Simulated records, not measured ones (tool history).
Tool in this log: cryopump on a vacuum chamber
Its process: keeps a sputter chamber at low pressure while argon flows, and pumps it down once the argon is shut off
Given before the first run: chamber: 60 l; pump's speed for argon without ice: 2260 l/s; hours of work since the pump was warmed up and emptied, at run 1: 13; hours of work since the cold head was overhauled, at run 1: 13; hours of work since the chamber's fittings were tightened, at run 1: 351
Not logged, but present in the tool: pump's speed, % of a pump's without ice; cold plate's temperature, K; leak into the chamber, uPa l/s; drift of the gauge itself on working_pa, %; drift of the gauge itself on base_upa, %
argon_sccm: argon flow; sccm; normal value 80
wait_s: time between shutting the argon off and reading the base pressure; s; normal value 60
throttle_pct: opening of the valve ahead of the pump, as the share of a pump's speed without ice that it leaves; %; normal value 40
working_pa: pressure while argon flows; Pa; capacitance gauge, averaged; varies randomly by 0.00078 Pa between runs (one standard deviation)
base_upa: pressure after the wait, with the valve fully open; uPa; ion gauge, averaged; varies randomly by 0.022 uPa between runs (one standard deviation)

run,hour,argon_sccm,wait_s,throttle_pct,hours of work since the pump was warmed up and emptied,hours of work since the cold head was overhauled,hours of work since the chamber's fittings were tightened,working_pa,base_upa
1,0,80,60,40,13,13,351,0.1495,0.86
2,13,32,60,40,24,24,362,0.0599,0.86
3,28.4,32,60,40,37,37,375,0.0607,0.89
4,35.6,32,60,40,43,43,382,0.0593,0.88
5,42.7,32,60,40,49,49,388,0.0594,0.91
6,58.4,32,60,40,62,62,401,0.0613,0.94
7,67.6,32,60,40,70,70,409,0.0603,0.91
8,81,32,60,40,81,81,420,0.0614,0.94
9,93.8,80,60,40,92,92,431,0.1507,0.95
10,106.2,80,60,52,103,103,442,0.1164,0.93
11,117.5,80,60,52,113,113,451,0.1175,0.92
12,126.7,80,60,52,120,120,459,0.1179,0.93
13,142.6,80,60,40,134,134,473,0.1518,0.96
14,152.8,80,60,40,143,143,481,0.1525,1
15,161.7,80,60,40,150,150,489,0.1519,0.95
16,177.9,80,60,40,164,164,503,0.1525,0.97
17,190.9,79,60,40,175,175,514,0.1506,0.98
18,202.3,135,181,39,185,185,523,0.2638,0.66
19,217.1,100,123,17,197,197,536,0.4464,0.76
20,226.2,96,125,58,205,205,544,0.1283,0.83
21,239.2,68,125,31,216,216,555,0.1669,0.78
22,247.3,60,44,23,223,223,562,0.1971,1.22
23,262.8,80,60,37,236,236,575,0.1639,1.07
24,277.4,60,157,21,249,249,587,0.2167,0.75
25,286.5,60,157,21,256,256,595,0.2168,0.77
26,301.7,60,157,21,269,269,608,0.2166,0.78
27,315.1,49,62,40,281,281,619,0.094,1.13
28,323.1,78,60,49,287,287,626,0.1239,1.1
29,331.6,96,60,40,295,295,633,0.1865,1.09
30,346,48,21,22,307,307,646,0.1653,1.97
31,355,52,168,35,315,315,653,0.1145,0.84
32,367.6,80,101,22,325,325,664,0.2779,0.95
33,378.6,40,125,54,335,335,673,0.0574,0.88

Run 34 has not been measured yet. What should we expect?
34,393.2,80,60,27,347,347,686,?,?

working_pa: 0.2285 Pa
base_upa: 1.2 uPa
The same run, on a tool lacking any hidden state, would have yielded working_pa 0.2224 Pa, base_upa 0.62 uPa.
